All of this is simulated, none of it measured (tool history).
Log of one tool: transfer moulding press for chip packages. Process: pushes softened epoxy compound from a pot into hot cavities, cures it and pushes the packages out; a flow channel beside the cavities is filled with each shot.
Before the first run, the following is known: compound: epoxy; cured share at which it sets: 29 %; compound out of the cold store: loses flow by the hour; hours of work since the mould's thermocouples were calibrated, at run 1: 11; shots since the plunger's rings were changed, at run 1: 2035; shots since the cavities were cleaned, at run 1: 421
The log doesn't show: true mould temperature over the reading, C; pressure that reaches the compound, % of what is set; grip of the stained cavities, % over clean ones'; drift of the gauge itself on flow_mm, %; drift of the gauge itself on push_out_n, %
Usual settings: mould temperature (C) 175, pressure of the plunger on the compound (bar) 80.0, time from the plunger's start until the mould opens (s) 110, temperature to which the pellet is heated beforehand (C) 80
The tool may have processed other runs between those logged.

run	day	mould temperature (C)	pressure of the plunger on the compound (bar)	time from the plunger's start until the mould opens (s)	temperature to which the pellet is heated beforehand (C)	hours of work since the mould's thermocouples were calibrated	shots since the plunger's rings were changed	shots since the cavities were cleaned	incoming compound's hours out of the cold store	length that the compound runs in the flow channel (mm)	greatest force on the pins that push the packages out (N)
1	0.000	175	80.0	110	80	11	2035	421	29.5	865	609
# day 0.538: cavities cleaned with cleaning compound and waxed
# day 2.558: cavities cleaned with cleaning compound and waxed
2	2.608	175	80.0	110	80	51	2682	14	17.7	882	488
3	4.179	175	88.8	110	80	76	3091	423	20.5	927	646
# day 4.612: cavities cleaned with cleaning compound and waxed
4	6.508	175	88.8	110	80	113	3682	495	31.0	890	641
# day 6.800: cavities cleaned with cleaning compound and waxed
# day 8.775: cavities cleaned with cleaning compound and waxed
5	8.825	175	80.0	110	80	148	4253	13	38.3	814	499
# day 10.758: cavities cleaned with cleaning compound and waxed
6	10.821	175	80.0	110	80	179	4757	16	36.3	818	494
# day 11.517: plunger's sealing rings changed
# day 12.958: cavities cleaned with cleaning compound and waxed, once more
7	13.475	180	80.0	110	80	219	495	135	14.7	911	522
# day 15.050: cavities cleaned with cleaning compound and waxed
8	15.458	180	80.0	110	80	250	995	106	13.3	913	512
# day 17.071: cavities cleaned with cleaning compound and waxed
9	17.071	180	80.0	111	80	275	1399	0	11.5	912	437
# day 19.071: cavities cleaned with cleaning compound and waxed
10	19.800	180	80.0	111	80	318	2094	190	40.9	822	505
# day 20.492: mould's thermocouples calibrated
# day 21.217: cavities cleaned with cleaning compound and waxed
11	22.567	175	80.0	110	80	32	2777	352	28.6	860	607
# day 23.296: cavities cleaned with cleaning compound and waxed
12	24.154	175	69.5	110	80	57	3175	224	36.6	772	587
# day 25.308: cavities cleaned with cleaning compound and waxed
13	26.617	175	80.0	110	80	96	3800	340	46.6	801	587
# day 27.354: cavities cleaned with cleaning compound and waxed
14	27.817	178	74.5	140	76	114	4097	122	45.4	761	503
# day 29.379: cavities cleaned with cleaning compound and waxed
15	30.362	182	70.9	148	72	154	4744	256	18.7	792	531
# day 31.050: plunger's sealing rings changed
# day 31.562: cavities cleaned with cleaning compound and waxed
16	32.675	182	70.9	148	72	189	407	290	21.5	828	555
# day 33.604: cavities cleaned with cleaning compound and waxed
17	34.733	169	76.8	139	74	221	928	296	34.6	866	613
# day 35.604: cavities cleaned with cleaning compound and waxed
18	36.021	170	76.8	139	71	241	1246	108	12.1	926	514
# day 37.638: cavities cleaned with cleaning compound and waxed
19	37.754	170	76.8	139	71	268	1682	31	36.9	854	457

Predict the results of run 20:
# day 39.692: cavities cleaned with cleaning compound and waxed
20	39.821	181	77.9	150	80	300	2204	33	22.4	?	?

{"run 20": {"length that the compound runs in the flow channel (mm)": 854, "greatest force on the pins that push the packages out (N)": 463}}
Minus the tool's unlogged condition, the same run would have read length that the compound runs in the flow channel (mm) 878, greatest force on the pins that push the packages out (N) 442.

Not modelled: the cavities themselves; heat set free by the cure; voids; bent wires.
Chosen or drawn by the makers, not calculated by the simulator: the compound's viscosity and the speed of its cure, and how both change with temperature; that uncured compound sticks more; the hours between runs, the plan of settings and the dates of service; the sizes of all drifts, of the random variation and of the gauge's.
